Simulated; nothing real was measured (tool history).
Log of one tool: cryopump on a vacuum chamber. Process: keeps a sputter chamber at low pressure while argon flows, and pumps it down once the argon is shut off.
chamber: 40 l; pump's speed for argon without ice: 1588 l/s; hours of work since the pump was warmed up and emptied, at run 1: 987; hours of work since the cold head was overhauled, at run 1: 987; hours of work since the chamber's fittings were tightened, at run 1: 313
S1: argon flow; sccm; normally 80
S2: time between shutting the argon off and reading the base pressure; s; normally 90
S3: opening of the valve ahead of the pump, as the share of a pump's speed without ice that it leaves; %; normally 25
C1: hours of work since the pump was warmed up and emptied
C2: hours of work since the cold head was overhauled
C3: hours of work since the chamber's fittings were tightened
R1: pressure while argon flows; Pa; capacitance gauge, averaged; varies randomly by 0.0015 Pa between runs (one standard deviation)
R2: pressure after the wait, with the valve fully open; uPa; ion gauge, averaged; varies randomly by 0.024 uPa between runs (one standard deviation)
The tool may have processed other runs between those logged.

run,hour,S1,S2,S3,C1,C2,C3,R1,R2
1,0.0,80,90,25,987,987,313,0.3651,1.28
2,48.2,80,90,25,1020,1020,346,0.3657,1.38
3,75.9,80,90,25,1039,1039,365,0.3647,1.29
4,124.9,80,90,25,1072,1072,398,0.3655,1.36
5,174.4,80,90,54,1106,1106,432,0.1851,1.48
# hour 188.2: pump warmed up, emptied and cooled again
6,222.5,80,90,54,23,1135,462,0.1591,1.30
7,275.6,80,90,25,60,1172,498,0.3433,1.31
8,323.3,80,90,25,92,1204,530,0.3432,1.37
9,376.6,112,90,25,129,1241,567,0.4826,1.44
10,408.0,71,274,25,150,1262,588,0.3058,0.97
11,437.3,147,95,27,170,1282,608,0.5824,1.36
12,469.3,80,90,54,192,1304,630,0.1614,1.45
13,508.6,80,90,54,219,1331,657,0.1628,1.49
14,558.1,65,90,54,252,1364,691,0.1328,1.49

What if the next run were any one of these 4? Each begins from the tool's condition after run 14:
A,593.5,127,51,52,277,1389,715,?,?
B,593.5,99,59,22,277,1389,715,?,?
C,593.5,91,21,18,277,1389,715,?,?
D,593.5,55,112,28,277,1389,715,?,?

run,R1,R2
A,0.2702,2.11
B,0.4858,1.93
C,0.5448,3.79
D,0.2141,1.40
Had the tool no hidden state, the same runs would have come out as:
run,R1,R2
A,0.2606,1.44
B,0.4783,1.26
C,0.5379,3.13
D,0.2099,0.75
